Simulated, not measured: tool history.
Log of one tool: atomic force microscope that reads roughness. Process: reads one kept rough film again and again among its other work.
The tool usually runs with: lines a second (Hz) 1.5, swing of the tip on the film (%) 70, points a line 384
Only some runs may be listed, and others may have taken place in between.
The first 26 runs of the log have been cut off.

run,hour,lines a second (Hz),swing of the tip on the film (%),points a line,roughness of the kept film (nm (root mean square))
27,270.2,0.67,89,318,1.639
# hour 273.8: new tip fitted
28,276.7,0.67,89,293,1.752
29,286.2,0.61,75,280,1.818
30,293.7,0.61,70,973,1.819
31,302.4,0.61,66,346,1.82
32,311.8,0.93,66,346,1.775
33,320.6,0.93,66,346,1.751
34,332.9,0.93,66,346,1.72
# hour 339: new tip fitted
35,342,0.93,66,346,1.854
36,347.8,0.93,66,346,1.844
37,358.7,0.74,65,686,1.824
38,368.1,0.77,81,696,1.745
39,381.4,0.77,81,696,1.72
40,393.1,0.77,70,384,1.744
41,402.2,0.77,70,384,1.712
# hour 403.7: new tip fitted
42,411.1,0.67,58,569,1.878
43,419.2,2.48,58,732,1.791
44,426,2.48,58,732,1.769
45,435.5,2.48,81,654,1.505
46,446.7,2.48,81,654,1.483
47,457.3,3.12,76,654,1.466

Alternative continuations, all from the tool just after run 47; predict every row:
A,467.1,3.12,75,654,?
B,467.1,0.53,70,384,?
C,467.1,1.4,78,871,?

run,roughness of the kept film (nm (root mean square))
A,1.473
B,1.752
C,1.605
Stripped of hidden state, with their random variation kept, the same runs would have yielded:
run,roughness of the kept film (nm (root mean square))
A,1.588
B,1.889
C,1.732
